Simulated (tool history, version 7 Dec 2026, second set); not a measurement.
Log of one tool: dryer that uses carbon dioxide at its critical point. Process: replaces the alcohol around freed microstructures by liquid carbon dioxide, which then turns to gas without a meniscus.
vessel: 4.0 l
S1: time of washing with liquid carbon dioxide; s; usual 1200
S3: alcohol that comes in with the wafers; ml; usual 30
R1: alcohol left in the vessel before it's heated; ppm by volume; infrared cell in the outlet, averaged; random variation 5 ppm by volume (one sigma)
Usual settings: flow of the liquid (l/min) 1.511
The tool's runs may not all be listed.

Run 1, hour 0: usual settings. Result: R1 58 ppm by volume.
Run 2, hour 26.5: usual settings. Result: R1 64 ppm by volume.
Run 3, hour 53.7: usual settings but S1 960 s. Result: R1 94 ppm by volume.
Run 4, hour 73.2: usual settings but S1 960 s. Result: R1 96 ppm by volume.
Run 5, hour 92.2: usual settings. Result: R1 79 ppm by volume.
Run 6, hour 116.7: usual settings. Result: R1 77 ppm by volume.
Run 7, hour 134.1: usual settings. Result: R1 84 ppm by volume.
Run 8, hour 161.4: usual settings but S1 1020 s. Result: R1 100 ppm by volume.
Run 9, hour 180.8: usual settings but S1 1020 s. Result: R1 116 ppm by volume.
Run 10, hour 204.5: usual settings but S1 1020 s. Result: R1 115 ppm by volume.
Run 11, hour 233.1: usual settings but S1 1020 s. Result: R1 118 ppm by volume.
Run 12, hour 254: usual settings. Result: R1 96 ppm by volume.
Run 13, hour 283.4: usual settings. Result: R1 109 ppm by volume.
Run 14, hour 311.6: usual settings but S1 1500 s, flow of the liquid (l/min) 1.55. Result: R1 82 ppm by volume.
Run 15, hour 334.9: usual settings but S1 1800 s, flow of the liquid (l/min) 1.55, S3 51 ml. Result: R1 85 ppm by volume.
Run 16, hour 350.2: usual settings but S1 1800 s, flow of the liquid (l/min) 2.31, S3 51 ml. Result: R1 100 ppm by volume.
Run 17, hour 367.4: usual settings but S1 1800 s, flow of the liquid (l/min) 2.31, S3 51 ml. Result: R1 94 ppm by volume.
Run 18, hour 382: usual settings but S3 29 ml. Result: R1 119 ppm by volume.
Run 19, hour 406: usual settings but S3 29 ml. Result: R1 125 ppm by volume.
Run 20, hour 433.4: usual settings but S3 29 ml. Result: R1 122 ppm by volume.
Run 21, hour 456.9: usual settings but S1 1680 s, flow of the liquid (l/min) 2.13. Result: R1 116 ppm by volume.
Run 22, hour 473.1: usual settings but S1 900 s, flow of the liquid (l/min) 2.15, S3 32 ml. Result: R1 118 ppm by volume.
Run 23, hour 487.5: usual settings but S1 1440 s, flow of the liquid (l/min) 1.96, S3 115 ml. Result: R1 110 ppm by volume.
Run 24, hour 513.2: usual settings but S1 1680 s, flow of the liquid (l/min) 1.87, S3 23 ml. Result: R1 115 ppm by volume.
Run 25, hour 531.5: usual settings but S1 780 s, flow of the liquid (l/min) 2.13, S3 20 ml. Result: R1 138 ppm by volume.
Run 26, hour 550.4: usual settings but S1 1560 s, flow of the liquid (l/min) 2.44. Result: R1 124 ppm by volume.

3 ways to go on from here, each from the tool as it stands after run 26. What would each give?
Run A, hour 568.5: usual settings but S1 1620 s, flow of the liquid (l/min) 2.18, S3 32 ml. Result: R1 ?.
Run B, hour 568.5: usual settings but S1 720 s, flow of the liquid (l/min) 0.97, S3 100 ml. Result: R1 ?.
Run C, hour 568.5: usual settings but S1 1140 s, flow of the liquid (l/min) 2.44. Result: R1 ?.

run    R1
  A   118
  B  2807
  C   122
Without the tool's hidden state the same runs would have given:
run    R1
  A     6
  B  1707
  C     8
